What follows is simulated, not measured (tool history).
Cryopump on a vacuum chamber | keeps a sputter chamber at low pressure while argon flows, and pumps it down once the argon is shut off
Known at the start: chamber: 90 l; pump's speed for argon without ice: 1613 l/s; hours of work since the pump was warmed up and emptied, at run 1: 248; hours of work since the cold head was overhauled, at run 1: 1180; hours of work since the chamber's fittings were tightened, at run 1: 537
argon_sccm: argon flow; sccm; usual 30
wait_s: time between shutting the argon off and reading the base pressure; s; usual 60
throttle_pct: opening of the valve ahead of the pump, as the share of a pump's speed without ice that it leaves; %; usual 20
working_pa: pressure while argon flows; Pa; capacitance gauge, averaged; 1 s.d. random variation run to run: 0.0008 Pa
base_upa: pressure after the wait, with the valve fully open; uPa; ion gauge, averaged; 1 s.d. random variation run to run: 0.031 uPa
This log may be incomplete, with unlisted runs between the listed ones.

| run | hour | argon_sccm | wait_s | throttle_pct | hours of work since the pump was warmed up and emptied | hours of work since the cold head was overhauled | hours of work since the chamber's fittings were tightened | working_pa | base_upa |
|---|---|---|---|---|---|---|---|---|---|
| 1 | 0 | 30 | 60 | 20 | 248 | 1180 | 537 | 0.1618 | 2.36 |
| 2 | 27.3 | 30 | 60 | 20 | 270 | 1203 | 559 | 0.1593 | 2.4 |
| 3 | 58.8 | 17 | 60 | 20 | 296 | 1228 | 584 | 0.0918 | 2.41 |
| 4 | 100.9 | 17 | 60 | 56 | 330 | 1262 | 618 | 0.0341 | 2.5 |
| 5 | 132.4 | 30 | 60 | 20 | 355 | 1288 | 644 | 0.1618 | 2.6 |
| 6 | 161.7 | 30 | 60 | 20 | 379 | 1311 | 668 | 0.1617 | 2.55 |
| 7 | 196.8 | 30 | 60 | 20 | 407 | 1340 | 696 | 0.162 | 2.63 |
| 8 | 225.4 | 30 | 60 | 20 | 431 | 1363 | 719 | 0.1614 | 2.68 |
| 9 | 260.9 | 30 | 60 | 20 | 459 | 1392 | 748 | 0.1632 | 2.72 |
| 10 | 302.5 | 16 | 60 | 20 | 493 | 1425 | 782 | 0.0869 | 2.75 |
| 11 | 329.8 | 16 | 60 | 20 | 515 | 1448 | 804 | 0.0874 | 2.9 |
| 12 | 357.7 | 16 | 60 | 20 | 538 | 1470 | 826 | 0.0885 | 2.79 |
| 13 | 387.3 | 16 | 60 | 20 | 562 | 1494 | 850 | 0.0861 | 2.95 |
| 14 | 434.4 | 16 | 60 | 20 | 600 | 1532 | 888 | 0.0884 | 2.99 |
| 15 | 472.6 | 16 | 60 | 45 | 631 | 1563 | 919 | 0.0418 | 3.11 |
| 16 | 516.7 | 18 | 58 | 35 | 667 | 1599 | 955 | 0.0597 | 3.24 |
| 17 | 541.5 | 18 | 58 | 35 | 687 | 1619 | 975 | 0.058 | 3.29 |
| 18 | 583.5 | 18 | 58 | 35 | 721 | 1653 | 1009 | 0.0594 | 3.45 |
| 19 | 627 | 18 | 26 | 35 | 756 | 1688 | 1044 | 0.0594 | 5.11 |
| 20 | 660.1 | 18 | 26 | 35 | 783 | 1715 | 1071 | 0.0604 | 5.22 |
| 21 | 698.1 | 18 | 26 | 35 | 813 | 1746 | 1102 | 0.0609 | 5.29 |
| 22 | 738 | 30 | 59 | 36 | 846 | 1778 | 1134 | 0.0993 | 3.61 |
| 23 | 773.2 | 30 | 59 | 36 | 874 | 1807 | 1163 | 0.0997 | 3.74 |
|  | 791.8 | pump warmed up, emptied and cooled again |
| 24 | 798.5 | 37 | 232 | 34 | 5 | 1823 | 1179 | 0.1144 | 2.09 |
| 25 | 819.1 | 37 | 232 | 34 | 22 | 1840 | 1196 | 0.1162 | 2.09 |
| 26 | 865.4 | 13 | 143 | 34 | 60 | 1877 | 1233 | 0.0395 | 2.38 |
| 27 | 897.4 | 13 | 143 | 34 | 86 | 1903 | 1259 | 0.0399 | 2.44 |
| 28 | 925.8 | 13 | 40 | 56 | 108 | 1926 | 1282 | 0.0245 | 3.99 |
| 29 | 969.6 | 55 | 40 | 56 | 144 | 1962 | 1318 | 0.1059 | 4.08 |

Branching from run 29: 5 alternative next runs. What would each branch give?
| A | 996.3 | 19 | 42 | 20 | 166 | 1983 | 1339 | ? | ? |
| B | 996.3 | 13 | 147 | 56 | 166 | 1983 | 1339 | ? | ? |
| C | 996.3 | 32 | 40 | 56 | 166 | 1983 | 1339 | ? | ? |
| D | 996.3 | 15 | 41 | 17 | 166 | 1983 | 1339 | ? | ? |
| E | 996.3 | 49 | 40 | 33 | 166 | 1983 | 1339 | ? | ? |

| run | working_pa | base_upa |
|---|---|---|
| A | 0.1025 | 4.03 |
| B | 0.0255 | 2.54 |
| C | 0.0627 | 4.07 |
| D | 0.0941 | 4.02 |
| E | 0.1593 | 4 |
With the hidden condition removed and each run's random variation left untouched, the same runs would have given:
| run | working_pa | base_upa |
|---|---|---|
| A | 0.101 | 2.2 |
| B | 0.0245 | 0.74 |
| C | 0.0602 | 2.25 |
| D | 0.0929 | 2.18 |
| E | 0.1554 | 2.22 |
